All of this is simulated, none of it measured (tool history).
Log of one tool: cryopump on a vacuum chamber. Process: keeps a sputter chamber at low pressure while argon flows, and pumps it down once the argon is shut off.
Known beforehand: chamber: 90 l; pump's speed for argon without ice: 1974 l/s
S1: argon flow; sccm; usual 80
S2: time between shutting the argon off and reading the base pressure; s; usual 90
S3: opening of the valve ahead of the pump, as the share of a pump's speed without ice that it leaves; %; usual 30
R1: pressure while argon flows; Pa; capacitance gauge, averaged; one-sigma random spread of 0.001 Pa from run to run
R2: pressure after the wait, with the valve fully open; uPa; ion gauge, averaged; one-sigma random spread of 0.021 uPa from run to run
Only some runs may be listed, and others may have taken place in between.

run 1 day=0.000 | S1=80 S2=90 S3=30 | R1=0.2376 R2=1.60
run 2 day=1.112 | S1=80 S2=90 S3=30 | R1=0.2377 R2=1.68
run 3 day=1.746 | S1=33 S2=90 S3=30 | R1=0.0983 R2=1.73
run 4 day=2.317 | S1=33 S2=90 S3=30 | R1=0.0991 R2=1.71
run 5 day=3.404 | S1=33 S2=90 S3=30 | R1=0.0969 R2=1.72
run 6 day=4.067 | S1=33 S2=40 S3=30 | R1=0.0980 R2=1.98
run 7 day=4.812 | S1=33 S2=40 S3=30 | R1=0.0991 R2=2.01
run 8 day=5.562 | S1=33 S2=40 S3=30 | R1=0.0988 R2=2.06
run 9 day=6.496 | S1=33 S2=40 S3=30 | R1=0.1002 R2=2.10
run 10 day=7.350 | S1=33 S2=40 S3=30 | R1=0.1000 R2=2.23
run 11 day=8.525 | S1=80 S2=90 S3=53 | R1=0.1419 R2=1.93
run 12 day=9.217 | S1=80 S2=90 S3=53 | R1=0.1430 R2=2.02
run 13 day=9.954 | S1=80 S2=90 S3=53 | R1=0.1435 R2=2.02
run 14 day=10.938 | S1=80 S2=90 S3=53 | R1=0.1441 R2=2.08
run 15 day=11.533 | S1=80 S2=90 S3=53 | R1=0.1444 R2=2.07
run 16 day=12.496 | S1=80 S2=90 S3=53 | R1=0.1435 R2=2.09
run 17 day=13.208 | S1=80 S2=90 S3=53 | R1=0.1454 R2=2.13
run 18 day=13.975 | S1=80 S2=90 S3=17 | R1=0.4160 R2=2.23
run 19 day=14.867 | S1=90 S2=90 S3=32 | R1=0.2600 R2=2.23
run 20 day=15.925 | S1=131 S2=51 S3=32 | R1=0.3797 R2=2.44
run 21 day=16.629 | S1=35 S2=67 S3=32 | R1=0.1014 R2=2.39
run 22 day=17.562 | S1=108 S2=39 S3=32 | R1=0.3111 R2=2.57
run 23 day=18.733 | S1=43 S2=39 S3=32 | R1=0.1248 R2=2.70
run 24 day=19.225 | S1=73 S2=208 S3=35 | R1=0.1949 R2=2.31
run 25 day=20.112 | S1=73 S2=208 S3=35 | R1=0.1975 R2=2.47
run 26 day=20.712 | S1=121 S2=50 S3=23 | R1=0.4823 R2=2.63
run 27 day=21.629 | S1=89 S2=30 S3=38 | R1=0.2229 R2=2.89
run 28 day=22.529 | S1=89 S2=30 S3=38 | R1=0.2242 R2=2.90
run 29 day=23.150 | S1=72 S2=170 S3=16 | R1=0.4063 R2=2.51
run 30 day=23.671 | S1=92 S2=63 S3=16 | R1=0.5208 R2=2.74
run 31 day=24.850 | S1=44 S2=101 S3=54 | R1=0.0825 R2=2.71
-- day=25.133 pump warmed up, emptied and cooled again
run 32 day=26.154 | S1=80 S2=30 S3=30 | R1=0.2302 R2=2.49
run 33 day=27.038 | S1=100 S2=66 S3=29 | R1=0.2965 R2=2.30
run 34 day=27.621 | S1=100 S2=66 S3=29 | R1=0.2981 R2=2.23

What if the next run were any one of these 4? Each begins from the tool's condition after run 34:
run A day=28.588 | S1=80 S2=79 S3=19 | R1=? R2=?
run B day=28.588 | S1=92 S2=90 S3=32 | R1=? R2=?
run C day=28.588 | S1=94 S2=70 S3=57 | R1=? R2=?
run D day=28.588 | S1=39 S2=126 S3=26 | R1=? R2=?

run=A R1=0.3631 R2=2.22
run=B R1=0.2492 R2=2.26
run=C R1=0.1448 R2=2.28
run=D R1=0.1291 R2=2.13
Had the tool no hidden state, the same runs would have come out as:
run=A R1=0.3605 R2=0.35
run=B R1=0.2462 R2=0.35
run=C R1=0.1417 R2=0.41
run=D R1=0.1279 R2=0.27
